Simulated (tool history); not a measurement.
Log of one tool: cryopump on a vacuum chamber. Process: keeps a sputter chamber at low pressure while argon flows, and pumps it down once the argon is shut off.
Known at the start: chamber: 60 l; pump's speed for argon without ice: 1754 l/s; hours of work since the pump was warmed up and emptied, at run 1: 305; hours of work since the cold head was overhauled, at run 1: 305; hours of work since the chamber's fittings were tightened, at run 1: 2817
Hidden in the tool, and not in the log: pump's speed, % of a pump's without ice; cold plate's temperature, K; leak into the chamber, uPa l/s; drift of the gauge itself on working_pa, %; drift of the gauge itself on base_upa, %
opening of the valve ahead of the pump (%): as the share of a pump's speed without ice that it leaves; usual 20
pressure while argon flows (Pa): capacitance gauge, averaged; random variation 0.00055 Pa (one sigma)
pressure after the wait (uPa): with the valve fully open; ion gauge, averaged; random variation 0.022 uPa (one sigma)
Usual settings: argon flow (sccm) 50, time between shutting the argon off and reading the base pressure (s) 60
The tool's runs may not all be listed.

run,day,argon flow (sccm),time between shutting the argon off and reading the base pressure (s),opening of the valve ahead of the pump (%),hours of work since the pump was warmed up and emptied,hours of work since the cold head was overhauled,hours of work since the chamber's fittings were tightened,pressure while argon flows (Pa),pressure after the wait (uPa)
1,0.000,50,60,20,305,305,2817,0.2434,1.84
2,2.604,50,60,20,349,349,2861,0.2444,1.84
3,5.192,50,60,20,392,392,2904,0.2434,1.95
4,7.058,50,60,20,423,423,2936,0.2437,1.92
5,9.083,50,60,20,457,457,2970,0.2445,1.94
6,12.200,50,60,20,509,509,3022,0.2449,2.01
7,16.000,50,228,20,573,573,3085,0.2460,1.74
8,18.062,50,228,20,608,608,3120,0.2453,1.80
9,21.188,50,228,20,660,660,3172,0.2465,1.83
10,25.325,50,228,20,729,729,3242,0.2461,1.91
11,28.288,89,60,20,779,779,3291,0.4399,2.22
12,32.133,56,60,20,843,843,3356,0.2773,2.20
13,34.117,56,32,20,877,877,3389,0.2776,2.54
14,37.271,84,21,41,929,929,3442,0.2103,3.03
15,40.304,84,21,41,980,980,3493,0.2109,3.12
# day 43.604: pump warmed up, emptied and cooled again
16,44.367,41,21,54,13,1045,3557,0.0736,2.77
17,47.746,81,60,52,69,1101,3614,0.1523,2.19
18,51.812,50,60,29,137,1170,3682,0.1683,2.25
# day 54.033: leaking fittings of the chamber tightened, without venting
19,55.912,50,60,29,205,1237,31,0.1681,0.53
20,58.196,62,155,29,243,1275,70,0.2095,0.38
21,60.096,22,49,56,275,1307,102,0.0385,0.73
22,63.196,93,60,48,327,1359,153,0.1928,0.62
23,67.329,93,60,48,396,1428,223,0.1927,0.68
24,69.696,93,60,48,436,1468,262,0.1942,0.67
25,73.508,93,60,48,500,1532,326,0.1947,0.72
26,76.117,93,91,34,543,1575,370,0.2720,0.63

Forecast each of these 3 alternatives for the next run:
A,79.833,50,60,18,606,1638,432,?,?
B,79.833,23,39,35,606,1638,432,?,?
C,79.833,95,32,17,606,1638,432,?,?

run,pressure while argon flows (Pa),pressure after the wait (uPa)
A,0.2730,0.78
B,0.0654,1.01
C,0.5480,1.10
Without the tool's hidden state the same runs would have given:
run,pressure while argon flows (Pa),pressure after the wait (uPa)
A,0.2678,0.52
B,0.0630,0.75
C,0.5381,0.84

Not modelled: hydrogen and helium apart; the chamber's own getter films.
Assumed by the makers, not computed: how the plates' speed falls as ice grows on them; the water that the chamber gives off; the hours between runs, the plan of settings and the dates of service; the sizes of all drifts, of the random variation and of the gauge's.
